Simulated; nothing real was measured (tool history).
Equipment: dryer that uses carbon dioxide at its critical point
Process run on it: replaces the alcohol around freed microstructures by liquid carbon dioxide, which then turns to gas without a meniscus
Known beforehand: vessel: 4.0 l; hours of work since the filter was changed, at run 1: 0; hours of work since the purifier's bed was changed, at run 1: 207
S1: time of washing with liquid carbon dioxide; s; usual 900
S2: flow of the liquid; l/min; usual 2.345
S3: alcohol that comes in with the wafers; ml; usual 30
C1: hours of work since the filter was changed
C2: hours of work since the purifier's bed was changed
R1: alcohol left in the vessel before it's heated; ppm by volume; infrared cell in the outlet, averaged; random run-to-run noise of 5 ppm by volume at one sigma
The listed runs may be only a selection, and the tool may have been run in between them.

{"run": 1, "hour": 0.0, "S1": 900, "S2": 2.345, "S3": 30, "C1": 0, "C2": 207, "R1": 46}
{"run": 2, "hour": 12.5, "S1": 900, "S2": 3.55, "S3": 30, "C1": 5, "C2": 211, "R1": 29}
{"run": 3, "hour": 27.9, "S1": 900, "S2": 2.345, "S3": 30, "C1": 10, "C2": 217, "R1": 44}
{"run": 4, "hour": 44.5, "S1": 900, "S2": 2.345, "S3": 30, "C1": 16, "C2": 223, "R1": 49}
{"run": 5, "hour": 58.5, "S1": 900, "S2": 3.13, "S3": 30, "C1": 21, "C2": 228, "R1": 34}
{"run": 6, "hour": 68.9, "S1": 1020, "S2": 2.345, "S3": 30, "C1": 25, "C2": 232, "R1": 36}
{"run": 7, "hour": 87.8, "S1": 1020, "S2": 2.345, "S3": 30, "C1": 32, "C2": 239, "R1": 41}
{"run": 8, "hour": 97.6, "S1": 900, "S2": 2.345, "S3": 88, "C1": 36, "C2": 242, "R1": 80}
{"run": 9, "hour": 107.7, "S1": 900, "S2": 2.345, "S3": 88, "C1": 40, "C2": 246, "R1": 78}
{"run": 10, "hour": 123.1, "S1": 900, "S2": 2.345, "S3": 88, "C1": 45, "C2": 252, "R1": 82}
{"run": 11, "hour": 134.8, "S1": 900, "S2": 2.345, "S3": 88, "C1": 49, "C2": 256, "R1": 78}
{"run": 12, "hour": 148.1, "S1": 900, "S2": 2.345, "S3": 30, "C1": 54, "C2": 261, "R1": 50}
{"run": 13, "hour": 156.5, "S1": 900, "S2": 2.56, "S3": 30, "C1": 57, "C2": 264, "R1": 46}
{"run": 14, "hour": 167.0, "S1": 900, "S2": 2.345, "S3": 30, "C1": 61, "C2": 268, "R1": 45}
{"run": 15, "hour": 178.5, "S1": 900, "S2": 2.345, "S3": 30, "C1": 66, "C2": 272, "R1": 63}
{"run": 16, "hour": 197.6, "S1": 780, "S2": 2.345, "S3": 30, "C1": 73, "C2": 279, "R1": 75}
{"run": 17, "hour": 212.1, "S1": 780, "S2": 2.345, "S3": 30, "C1": 78, "C2": 284, "R1": 79}
{"run": 18, "hour": 226.5, "S1": 900, "S2": 1.81, "S3": 30, "C1": 83, "C2": 290, "R1": 110}
{"run": 19, "hour": 234.8, "S1": 900, "S2": 2.345, "S3": 26, "C1": 86, "C2": 293, "R1": 53}
{"run": 20, "hour": 245.6, "S1": 900, "S2": 2.345, "S3": 26, "C1": 90, "C2": 297, "R1": 58}
{"run": 21, "hour": 263.3, "S1": 900, "S2": 2.345, "S3": 59, "C1": 97, "C2": 303, "R1": 67}
{"run": 22, "hour": 276.9, "S1": 900, "S2": 2.345, "S3": 59, "C1": 102, "C2": 308, "R1": 72}
{"run": 23, "hour": 289.8, "S1": 540, "S2": 2.345, "S3": 30, "C1": 106, "C2": 313, "R1": 224}
{"run": 24, "hour": 309.4, "S1": 1440, "S2": 1.54, "S3": 30, "C1": 114, "C2": 320, "R1": 52}
{"run": 25, "hour": 328.1, "S1": 1440, "S2": 1.54, "S3": 30, "C1": 120, "C2": 327, "R1": 54}
{"run": 26, "hour": 347.6, "S1": 1200, "S2": 1.49, "S3": 38, "C1": 128, "C2": 334, "R1": 103}
{"run": 27, "hour": 359.1, "S1": 1020, "S2": 1.49, "S3": 39, "C1": 132, "C2": 338, "R1": 174}
{"run": 28, "hour": 368.6, "S1": 1020, "S2": 1.49, "S3": 39, "C1": 135, "C2": 342, "R1": 176}
{"run": 29, "hour": 379.1, "S1": 1020, "S2": 1.49, "S3": 39, "C1": 139, "C2": 346, "R1": 168}
{"run": 30, "hour": 395.3, "S1": 900, "S2": 1.85, "S3": 30, "C1": 145, "C2": 352, "R1": 111}
{"run": 31, "hour": 413.1, "S1": 900, "S2": 1.85, "S3": 30, "C1": 152, "C2": 358, "R1": 104}
{"run": 32, "hour": 426.5, "S1": 900, "S2": 3.18, "S3": 86, "C1": 157, "C2": 363, "R1": 59}
{"run": 33, "hour": 437.5, "S1": 900, "S2": 3.18, "S3": 86, "C1": 161, "C2": 367, "R1": 59}
{"run": 34, "hour": 453.0, "S1": 960, "S2": 3.71, "S3": 22, "C1": 166, "C2": 373, "R1": 50}
{"run": 35, "hour": 463.5, "S1": 960, "S2": 3.71, "S3": 22, "C1": 170, "C2": 377, "R1": 39}
{"run": 36, "hour": 476.8, "S1": 540, "S2": 2.345, "S3": 79, "C1": 175, "C2": 382, "R1": 553}
{"run": 37, "hour": 496.9, "S1": 900, "S2": 1.7, "S3": 30, "C1": 182, "C2": 389, "R1": 147}
{"run": 38, "hour": 508.9, "S1": 900, "S2": 2.345, "S3": 62, "C1": 187, "C2": 393, "R1": 84}
{"run": 39, "hour": 524.2, "S1": 1260, "S2": 3.77, "S3": 62, "C1": 192, "C2": 399, "R1": 43}
{"run": 40, "hour": 535.1, "S1": 1260, "S2": 3.77, "S3": 62, "C1": 196, "C2": 403, "R1": 46}
{"run": 41, "hour": 551.3, "S1": 1260, "S2": 3.77, "S3": 49, "C1": 202, "C2": 409, "R1": 57}
{"run": 42, "hour": 571.0, "S1": 900, "S2": 1.62, "S3": 46, "C1": 210, "C2": 416, "R1": 234}
{"run": 43, "hour": 579.6, "S1": 900, "S2": 1.62, "S3": 46, "C1": 213, "C2": 419, "R1": 242}
{"run": 44, "hour": 587.8, "S1": 900, "S2": 2.49, "S3": 27, "C1": 216, "C2": 422, "R1": 60}
{"run": 45, "hour": 605.0, "S1": 1020, "S2": 1.89, "S3": 27, "C1": 222, "C2": 429, "R1": 68}
{"run": 46, "hour": 622.4, "S1": 1020, "S2": 1.89, "S3": 27, "C1": 228, "C2": 435, "R1": 79}

Measured result minus the same run's result without the hidden state. Both carry the same run-to-run variation, though not necessarily the same gauge scatter:
Hidden state at play: flow that reaches the vessel past the clogged filter, %; alcohol in the recycled carbon dioxide, ppm; drift of the gauge itself on alcohol_ppm, %.
run=1 R1=+24
run=2 R1=+23
run=3 R1=+24
run=4 R1=+25
run=5 R1=+25
run=6 R1=+26
run=7 R1=+27
run=8 R1=+29
run=9 R1=+29
run=10 R1=+30
run=11 R1=+31
run=12 R1=+29
run=13 R1=+29
run=14 R1=+30
run=15 R1=+31
run=16 R1=+33
run=17 R1=+33
run=18 R1=+35
run=19 R1=+34
run=20 R1=+35
run=21 R1=+36
run=22 R1=+36
run=23 R1=+46
run=24 R1=+37
run=25 R1=+39
run=26 R1=+43
run=27 R1=+49
run=28 R1=+50
run=29 R1=+51
run=30 R1=+46
run=31 R1=+46
run=32 R1=+42
run=33 R1=+42
run=34 R1=+40
run=35 R1=+39
run=36 R1=+91
run=37 R1=+53
run=38 R1=+50
run=39 R1=+43
run=40 R1=+44
run=41 R1=+45
run=42 R1=+69
run=43 R1=+70
run=44 R1=+48
run=45 R1=+51
run=46 R1=+53

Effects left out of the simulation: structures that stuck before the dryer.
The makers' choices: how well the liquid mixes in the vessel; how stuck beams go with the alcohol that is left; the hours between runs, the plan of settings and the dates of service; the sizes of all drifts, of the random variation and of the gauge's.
